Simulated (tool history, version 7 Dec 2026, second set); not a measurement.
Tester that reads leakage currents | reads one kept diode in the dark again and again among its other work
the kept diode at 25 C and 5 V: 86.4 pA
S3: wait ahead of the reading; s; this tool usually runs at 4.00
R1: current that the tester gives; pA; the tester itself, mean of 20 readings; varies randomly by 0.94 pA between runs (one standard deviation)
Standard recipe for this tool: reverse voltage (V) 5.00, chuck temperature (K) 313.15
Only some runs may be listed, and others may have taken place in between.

{"run": 1, "hour": 0.0, "reverse voltage (V)": 5.0, "chuck temperature (K)": 313.15, "S3": 4.0, "R1": 328.45}
{"run": 2, "hour": 132.0, "reverse voltage (V)": 5.0, "chuck temperature (K)": 313.15, "S3": 0.39, "R1": 330.36}
{"run": 3, "hour": 398.9, "reverse voltage (V)": 5.0, "chuck temperature (K)": 313.15, "S3": 4.0, "R1": 330.75}
{"run": 4, "hour": 521.4, "reverse voltage (V)": 5.0, "chuck temperature (K)": 313.15, "S3": 4.0, "R1": 332.77}
{"run": 5, "hour": 741.7, "reverse voltage (V)": 5.0, "chuck temperature (K)": 313.15, "S3": 4.0, "R1": 332.3}
{"run": 6, "hour": 1005.0, "reverse voltage (V)": 5.0, "chuck temperature (K)": 313.15, "S3": 4.0, "R1": 336.72}
{"run": 7, "hour": 1146.1, "reverse voltage (V)": 5.0, "chuck temperature (K)": 313.15, "S3": 4.0, "R1": 338.09}
{"run": 8, "hour": 1358.8, "reverse voltage (V)": 5.0, "chuck temperature (K)": 313.15, "S3": 4.0, "R1": 339.69}
{"run": 9, "hour": 1495.8, "reverse voltage (V)": 5.0, "chuck temperature (K)": 313.15, "S3": 4.0, "R1": 342.11}
{"run": 10, "hour": 1614.0, "reverse voltage (V)": 4.51, "chuck temperature (K)": 313.15, "S3": 4.0, "R1": 327.65}
{"hour": 1734.8, "done": "probe card cleaned and baked"}
{"run": 11, "hour": 1835.8, "reverse voltage (V)": 4.51, "chuck temperature (K)": 313.15, "S3": 4.0, "R1": 325.36}
{"run": 12, "hour": 1965.4, "reverse voltage (V)": 4.51, "chuck temperature (K)": 313.15, "S3": 4.0, "R1": 327.07}
{"run": 13, "hour": 2152.4, "reverse voltage (V)": 4.51, "chuck temperature (K)": 313.15, "S3": 4.0, "R1": 326.87}
{"hour": 2372.2, "done": "chuck's temperature calibrated"}
{"run": 14, "hour": 2401.5, "reverse voltage (V)": 4.51, "chuck temperature (K)": 313.15, "S3": 4.0, "R1": 306.39}
{"run": 15, "hour": 2660.9, "reverse voltage (V)": 4.51, "chuck temperature (K)": 313.15, "S3": 4.0, "R1": 307.68}
{"run": 16, "hour": 2789.1, "reverse voltage (V)": 6.9, "chuck temperature (K)": 313.15, "S3": 4.0, "R1": 369.58}
{"run": 17, "hour": 3064.6, "reverse voltage (V)": 5.0, "chuck temperature (K)": 313.15, "S3": 4.0, "R1": 324.93}
{"run": 18, "hour": 3213.9, "reverse voltage (V)": 5.0, "chuck temperature (K)": 313.15, "S3": 1.03, "R1": 327.66}
{"run": 19, "hour": 3415.7, "reverse voltage (V)": 5.0, "chuck temperature (K)": 313.15, "S3": 1.03, "R1": 327.76}
{"run": 20, "hour": 3550.1, "reverse voltage (V)": 5.0, "chuck temperature (K)": 332.15, "S3": 4.0, "R1": 1398.39}

Predict the results of run 21:
{"run": 21, "hour": 3665.8, "reverse voltage (V)": 1.44, "chuck temperature (K)": 299.15, "S3": 6.09, "R1": "?"}

{"run 21": {"R1": 59.88}}
Without the tool's hidden state the same run would have given R1 55.96 pA.
